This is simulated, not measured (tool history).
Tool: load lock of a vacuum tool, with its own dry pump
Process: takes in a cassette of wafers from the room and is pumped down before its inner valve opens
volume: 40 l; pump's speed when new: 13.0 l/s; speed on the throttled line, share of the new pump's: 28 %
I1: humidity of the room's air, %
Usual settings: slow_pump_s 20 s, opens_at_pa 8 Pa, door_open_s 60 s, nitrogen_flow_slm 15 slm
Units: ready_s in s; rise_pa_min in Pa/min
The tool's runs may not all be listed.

Run 1, hour 0.0: usual settings; I1 47.3. Result: ready_s 44.8 s, rise_pa_min 0.107 Pa/min.
Run 2, hour 71.9: usual settings but nitrogen_flow_slm 8 slm; I1 42.7. Result: ready_s 44.3 s, rise_pa_min 0.116 Pa/min.
Run 3, hour 208.0: usual settings but opens_at_pa 9 Pa; I1 45.9. Result: ready_s 44.2 s, rise_pa_min 0.111 Pa/min.
Run 4, hour 332.2: usual settings but opens_at_pa 9 Pa; I1 46.2. Result: ready_s 44.3 s, rise_pa_min 0.124 Pa/min.
Run 5, hour 492.0: usual settings but opens_at_pa 9 Pa; I1 48.6. Result: ready_s 44.1 s, rise_pa_min 0.125 Pa/min.
Run 6, hour 645.8: usual settings but opens_at_pa 9 Pa; I1 47.2. Result: ready_s 43.9 s, rise_pa_min 0.132 Pa/min.
Run 7, hour 808.2: usual settings but opens_at_pa 9 Pa; I1 41.9. Result: ready_s 44.2 s, rise_pa_min 0.128 Pa/min.
Run 8, hour 874.3: usual settings but opens_at_pa 9 Pa; I1 43.5. Result: ready_s 44.6 s, rise_pa_min 0.130 Pa/min.
Run 9, hour 1020.7: usual settings but opens_at_pa 9 Pa; I1 43.5. Result: ready_s 44.4 s, rise_pa_min 0.137 Pa/min.
Run 10, hour 1112.2: usual settings but opens_at_pa 9 Pa; I1 44.8. Result: ready_s 44.1 s, rise_pa_min 0.138 Pa/min.
Run 11, hour 1268.5: usual settings; I1 46.4. Result: ready_s 44.5 s, rise_pa_min 0.144 Pa/min.
Run 12, hour 1334.7: usual settings; I1 45.9. Result: ready_s 45.0 s, rise_pa_min 0.144 Pa/min.
Run 13, hour 1429.1: usual settings but opens_at_pa 13 Pa; I1 43.2. Result: ready_s 43.0 s, rise_pa_min 0.150 Pa/min.
Run 14, hour 1527.8: usual settings but opens_at_pa 13 Pa; I1 44.3. Result: ready_s 43.3 s, rise_pa_min 0.154 Pa/min.
Run 15, hour 1691.8: usual settings but slow_pump_s 16 s, opens_at_pa 13 Pa; I1 46.3. Result: ready_s 40.4 s, rise_pa_min 0.158 Pa/min.
Run 16, hour 1786.7: usual settings but slow_pump_s 16 s, opens_at_pa 13 Pa; I1 48.8. Result: ready_s 40.4 s, rise_pa_min 0.160 Pa/min.
Run 17, hour 1895.8: usual settings but slow_pump_s 16 s, opens_at_pa 13 Pa; I1 43.4. Result: ready_s 40.6 s, rise_pa_min 0.159 Pa/min.
Run 18, hour 2022.5: usual settings but slow_pump_s 14 s; I1 42.9. Result: ready_s 41.3 s, rise_pa_min 0.173 Pa/min.
Run 19, hour 2175.0: usual settings but slow_pump_s 14 s; I1 42.8. Result: ready_s 41.4 s, rise_pa_min 0.167 Pa/min.
Run 20, hour 2316.4: usual settings but slow_pump_s 32 s, nitrogen_flow_slm 16 slm; I1 45.4. Result: ready_s 53.8 s, rise_pa_min 0.176 Pa/min.
Run 21, hour 2461.7: usual settings but slow_pump_s 32 s, door_open_s 32 s, nitrogen_flow_slm 12 slm; I1 47.9. Result: ready_s 53.3 s, rise_pa_min 0.175 Pa/min.
Run 22, hour 2589.3: usual settings but slow_pump_s 36 s, opens_at_pa 7 Pa, door_open_s 146 s, nitrogen_flow_slm 6 slm; I1 46.3. Result: ready_s 56.5 s, rise_pa_min 0.232 Pa/min.
Run 23, hour 2690.4: usual settings but opens_at_pa 10 Pa, door_open_s 106 s, nitrogen_flow_slm 6 slm; I1 44.1. Result: ready_s 44.3 s, rise_pa_min 0.215 Pa/min.
Run 24, hour 2848.7: usual settings but opens_at_pa 10 Pa, door_open_s 106 s, nitrogen_flow_slm 26 slm; I1 43.2. Result: ready_s 44.4 s, rise_pa_min 0.206 Pa/min.
Run 25, hour 2995.7: usual settings but slow_pump_s 11 s, door_open_s 33 s; I1 48.7. Result: ready_s 38.8 s, rise_pa_min 0.183 Pa/min.
Run 26, hour 3145.3: usual settings but opens_at_pa 6 Pa; I1 43.5. Result: ready_s 46.2 s, rise_pa_min 0.211 Pa/min.
Run 27, hour 3254.3: usual settings but slow_pump_s 10 s, opens_at_pa 10 Pa, door_open_s 110 s, nitrogen_flow_slm 8 slm; I1 43.4. Result: ready_s 37.1 s, rise_pa_min 0.237 Pa/min.
Run 28, hour 3329.5: usual settings but slow_pump_s 21 s, door_open_s 83 s, nitrogen_flow_slm 11 slm; I1 48.4. Result: ready_s 45.5 s, rise_pa_min 0.229 Pa/min.
Run 29, hour 3488.6: usual settings but slow_pump_s 12 s, door_open_s 166 s; I1 45.2. Result: ready_s 39.4 s, rise_pa_min 0.263 Pa/min.
Run 30, hour 3575.0: usual settings but door_open_s 41 s; I1 41.6. Result: ready_s 45.6 s, rise_pa_min 0.212 Pa/min.
Run 31, hour 3664.9: usual settings but slow_pump_s 18 s, opens_at_pa 9 Pa, door_open_s 191 s, nitrogen_flow_slm 17 slm; I1 46.1. Result: ready_s 43.3 s, rise_pa_min 0.267 Pa/min.
Run 32, hour 3781.1: usual settings but slow_pump_s 19 s, opens_at_pa 9 Pa, door_open_s 35 s, nitrogen_flow_slm 17 slm; I1 47.0. Result: ready_s 43.6 s, rise_pa_min 0.221 Pa/min.
Run 33, hour 3929.7: usual settings but opens_at_pa 12 Pa, door_open_s 170 s; I1 45.7. Result: ready_s 43.7 s, rise_pa_min 0.282 Pa/min.
Run 34, hour 4051.4: usual settings but slow_pump_s 27 s, opens_at_pa 9 Pa, nitrogen_flow_slm 20 slm; I1 41.8. Result: ready_s 49.8 s, rise_pa_min 0.237 Pa/min.
Run 35, hour 4186.0: usual settings but slow_pump_s 26 s, door_open_s 69 s; I1 45.7. Result: ready_s 49.3 s, rise_pa_min 0.251 Pa/min.
Run 36, hour 4305.1: usual settings but slow_pump_s 26 s, door_open_s 69 s; I1 49.5. Result: ready_s 49.4 s, rise_pa_min 0.256 Pa/min.
Run 37, hour 4416.2: usual settings but slow_pump_s 26 s, door_open_s 69 s; I1 44.3. Result: ready_s 49.5 s, rise_pa_min 0.264 Pa/min.

3 ways to go on from here, each from the tool as it stands after run 37. What would each give?
Run A, hour 4564.3: usual settings but slow_pump_s 12 s, opens_at_pa 9 Pa, door_open_s 130 s; I1 41.9. Result: ready_s ?, rise_pa_min ?.
Run B, hour 4564.3: usual settings but slow_pump_s 27 s, door_open_s 122 s; I1 51.6. Result: ready_s ?, rise_pa_min ?.
Run C, hour 4564.3: usual settings but slow_pump_s 23 s, opens_at_pa 10 Pa, nitrogen_flow_slm 12 slm; I1 43.6. Result: ready_s ?, rise_pa_min ?.

run  ready_s  rise_pa_min
  A     39.2        0.289
  B     50.3        0.298
  C     46.5        0.266
Without the tool's hidden state the same runs would have given:
run  ready_s  rise_pa_min
  A     37.5        0.058
  B     48.8        0.065
  C     45.0        0.031

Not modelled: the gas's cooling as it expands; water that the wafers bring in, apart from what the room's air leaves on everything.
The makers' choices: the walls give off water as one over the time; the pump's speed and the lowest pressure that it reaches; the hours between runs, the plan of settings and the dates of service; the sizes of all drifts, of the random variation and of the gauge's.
